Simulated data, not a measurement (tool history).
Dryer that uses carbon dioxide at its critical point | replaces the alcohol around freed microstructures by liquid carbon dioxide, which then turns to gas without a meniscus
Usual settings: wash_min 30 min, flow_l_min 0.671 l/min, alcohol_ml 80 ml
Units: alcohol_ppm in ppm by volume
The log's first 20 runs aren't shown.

run	day	wash_min	flow_l_min	alcohol_ml	hours of work since the filter was changed	hours of work since the purifier's bed was changed	alcohol_ppm
21	22.467	27	0.671	80	116	427	1064
22	23.521	30	0.671	80	134	446	820
23	24.675	29	0.671	26	154	466	385
24	25.696	30	0.851	80	172	484	451
25	27.088	30	0.851	80	196	508	471
26	28.171	30	0.851	80	215	527	501
# day 28.779: inlet filter changed
27	29.012	30	0.671	35	4	540	375
28	30.55	39	0.947	116	31	567	176
29	31.892	44	0.586	68	54	591	326
30	32.767	46	0.492	26	69	606	260
31	34.288	29	0.564	81	96	632	1430
32	35.804	19	0.769	33	122	659	902
33	36.471	30	0.671	118	134	670	1238
34	37.792	30	0.831	109	157	693	665
35	39.308	40	0.556	80	183	719	694
36	40.346	21	0.588	21	201	738	879
# day 41.738: inlet filter changed
37	41.938	21	0.588	21	4	764	758
38	42.704	47	0.588	21	17	778	207
39	43.979	30	0.671	113	39	800	1041
40	45.038	23	0.875	96	57	818	979
41	46.404	19	1.098	34	81	842	436
42	47.946	19	1.098	34	108	869	477
43	49.408	19	1.098	34	133	894	488
44	50.608	19	1.098	34	154	915	496

Forecast each of these 3 alternatives for the next run:
A	52.033	31	0.459	25	179	940	?
B	52.033	23	0.893	22	179	940	?
C	52.033	19	1.098	34	179	940	?

run	alcohol_ppm
A	816
B	409
C	512
Without the tool's hidden state the same runs would have given:
run	alcohol_ppm
A	500
B	153
C	237
